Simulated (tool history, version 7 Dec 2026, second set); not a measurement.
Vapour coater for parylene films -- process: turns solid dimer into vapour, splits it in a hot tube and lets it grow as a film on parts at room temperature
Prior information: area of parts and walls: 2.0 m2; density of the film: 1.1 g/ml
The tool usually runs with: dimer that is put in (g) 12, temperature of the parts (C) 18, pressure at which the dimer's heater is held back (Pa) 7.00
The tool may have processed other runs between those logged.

run	day	dimer that is put in (g)	temperature of the parts (C)	pressure at which the dimer's heater is held back (Pa)	thickness of the film (µm)
1	0.000	12	18	7.00	2.45
2	0.950	9	18	7.00	1.83
3	1.650	9	18	7.00	1.80
4	2.254	9	18	7.00	1.83
5	3.233	9	18	7.00	1.77
6	3.850	9	18	7.00	1.79
7	4.717	9	18	7.00	1.77
8	5.338	9	18	7.00	1.76
9	6.054	12	14	7.00	2.61
10	6.912	12	14	7.00	2.59
11	7.804	12	14	7.00	2.57
12	8.638	12	18	7.00	2.24
13	9.308	21	18	7.00	3.95
14	10.071	12	18	7.00	2.27
15	10.671	12	18	7.00	2.25
16	11.558	12	18	7.00	2.19
17	12.654	12	18	7.00	2.16
18	13.392	12	18	7.00	2.15
# day 14.275: trap's valve overhauled
19	14.617	18	18	7.00	3.71
20	15.392	12	18	7.00	2.47
21	16.321	12	18	7.00	2.45
22	17.238	8	16	2.41	2.20
23	18.146	12	18	2.30	3.10
24	18.617	12	18	2.30	3.08
25	19.467	12	17	10.15	2.24
26	20.300	9	17	9.85	1.71
27	21.233	20	12	7.00	4.70
28	22.321	20	12	7.00	4.66
29	22.942	12	12	2.05	3.72
30	23.521	12	12	2.05	3.66
31	24.512	12	12	2.05	3.66
32	25.312	15	12	2.03	4.53
33	26.392	9	10	2.37	2.79
34	27.408	12	17	2.98	2.77
35	28.071	12	21	7.00	1.98
# day 28.679: trap's valve overhauled
36	29.029	12	21	7.00	2.28
37	29.538	12	18	7.00	2.46
38	30.592	12	18	7.00	2.42
39	31.354	12	18	7.00	2.44
40	31.983	12	18	7.00	2.41
41	32.658	12	18	7.00	2.42

Consider 4 possible next runs. They are alternatives, not a sequence: every one starts from the tool as it was left by run 41. What does each give?
A	33.225	11	18	7.00	?
B	33.225	21	21	7.00	?
C	33.225	12	17	7.00	?
D	33.225	11	18	5.83	?

run	thickness of the film (µm)
A	2.17
B	3.77
C	2.44
D	2.26
What these runs would have given with no unlogged condition in the tool:
run	thickness of the film (µm)
A	2.22
B	3.86
C	2.50
D	2.32

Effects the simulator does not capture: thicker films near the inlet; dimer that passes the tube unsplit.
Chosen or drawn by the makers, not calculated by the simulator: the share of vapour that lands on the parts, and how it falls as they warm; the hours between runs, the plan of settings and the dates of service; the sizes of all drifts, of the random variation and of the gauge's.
